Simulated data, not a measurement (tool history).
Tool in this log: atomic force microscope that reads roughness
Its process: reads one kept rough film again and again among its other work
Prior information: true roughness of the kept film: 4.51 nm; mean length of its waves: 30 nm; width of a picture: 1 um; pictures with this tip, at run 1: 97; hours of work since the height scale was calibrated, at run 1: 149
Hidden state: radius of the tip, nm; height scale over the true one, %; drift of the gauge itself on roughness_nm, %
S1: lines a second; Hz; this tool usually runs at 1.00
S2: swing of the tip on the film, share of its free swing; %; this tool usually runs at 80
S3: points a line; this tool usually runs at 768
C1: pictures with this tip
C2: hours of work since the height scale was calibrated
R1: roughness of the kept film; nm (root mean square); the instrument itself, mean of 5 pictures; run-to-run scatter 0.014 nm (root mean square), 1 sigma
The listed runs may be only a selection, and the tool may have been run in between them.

run   hour    S1  S2   S3   C1   C2     R1
  1    0.0  1.00  80  768   97  149  3.377
  2    6.2  1.00  80  768  104  152  3.381
  3   14.0  1.80  80  768  112  156  3.130
  4   24.6  1.00  80  768  123  162  3.400
  5   34.8  1.00  80  768  134  167  3.380
  6   46.5  1.00  65  768  146  173  3.585
  7   53.8  1.00  65  768  154  177  3.599
  8   65.6  0.54  80  768  166  183  3.546
  9   77.0  0.54  80  768  178  188  3.544
 10   85.5  1.00  80  753  187  193  3.357
 11   94.9  1.00  80  753  196  198  3.379
 12  103.7  1.00  80  753  206  202  3.384
 13  113.0  1.00  80  753  215  207  3.378
 14  118.9  1.00  80  753  222  210  3.340
 15  127.7  1.00  80  753  231  214  3.359
 16  137.7  1.00  80  653  241  219  3.365
 17  143.3  1.00  80  653  247  222  3.362
 18  152.1  1.00  80  653  256  227  3.349
 19  161.7  1.00  80  705  266  232  3.392
 20  168.4  1.00  67  705  273  235  3.555
 21  173.5  1.00  80  768  279  238  3.380
 22  183.8  1.00  80  768  289  243  3.363
 23  189.4  3.72  80  768  295  246  2.653
 24  196.1  3.72  80  768  302  249  2.652
 25  202.0  3.72  80  768  308  252  2.627
 26  209.4  1.00  80  566  316  256  3.359
 27  217.6  1.00  80  768  325  260  3.356
 28  224.0  1.00  80  768  331  263  3.360
 29  231.7  1.00  80  768  339  267  3.375
 30  242.5  1.25  80  721  351  273  3.255
 31  247.5  1.00  66  355  356  275  3.510
 32  253.5  1.00  66  355  362  278  3.513
     258.7  -- new tip fitted
 33  264.5  1.00  66  355    6  284  3.544
 34  270.9  0.56  80  768   13  287  3.519
 35  282.3  1.00  90  403   25  293  3.171
 36  292.6  1.00  90  278   36  298  3.157
 37  298.8  1.00  90  278   42  301  3.139
 38  307.7  1.21  57  706   51  305  3.622
 39  317.0  1.15  58  768   61  310  3.627
 40  327.7  1.15  58  768   72  316  3.649
 41  332.8  3.99  73  894   78  318  2.877
 42  343.8  0.84  69  394   89  324  3.557
 43  353.8  0.84  69  394  100  329  3.530
 44  359.7  1.00  80  629  106  332  3.381
 45  366.7  1.41  80  629  113  335  3.217
 46  375.6  1.41  80  629  122  340  3.248
 47  383.8  0.60  86  278  131  344  3.399
 48  392.0  1.99  86  758  139  348  2.904
 49  398.8  1.53  69  769  147  352  3.445
 50  410.0  0.55  74  985  158  357  3.611
 51  415.2  1.00  80  976  164  360  3.364
 52  421.6  3.26  72  768  170  363  3.018
 53  428.6  0.78  85  274  178  367  3.326

For some of the steps in R1 from one run to the next: how much would appear even if the tool had no hidden state, given the settings, what came in and random variation, and how much remains for the hidden state plus any gauge scatter that the measured result and the result without hidden state don't share?
Run 22 -> 23: S1 1.00 -> 3.72. R1 -0.710 nm (root mean square): hidden state +0.003, all else -0.713.
Run 25 -> 26: S1 3.72 -> 1.00, S3 768 -> 566. R1 +0.732 nm (root mean square): hidden state -0.003, all else +0.735.
Run 32 -> 33: new tip fitted. R1 +0.031 nm (root mean square): hidden state +0.018, all else +0.013.
Run 40 -> 41: S1 1.15 -> 3.99, S2 58 -> 73, S3 768 -> 894. R1 -0.772 nm (root mean square): hidden state +0.000, all else -0.772.

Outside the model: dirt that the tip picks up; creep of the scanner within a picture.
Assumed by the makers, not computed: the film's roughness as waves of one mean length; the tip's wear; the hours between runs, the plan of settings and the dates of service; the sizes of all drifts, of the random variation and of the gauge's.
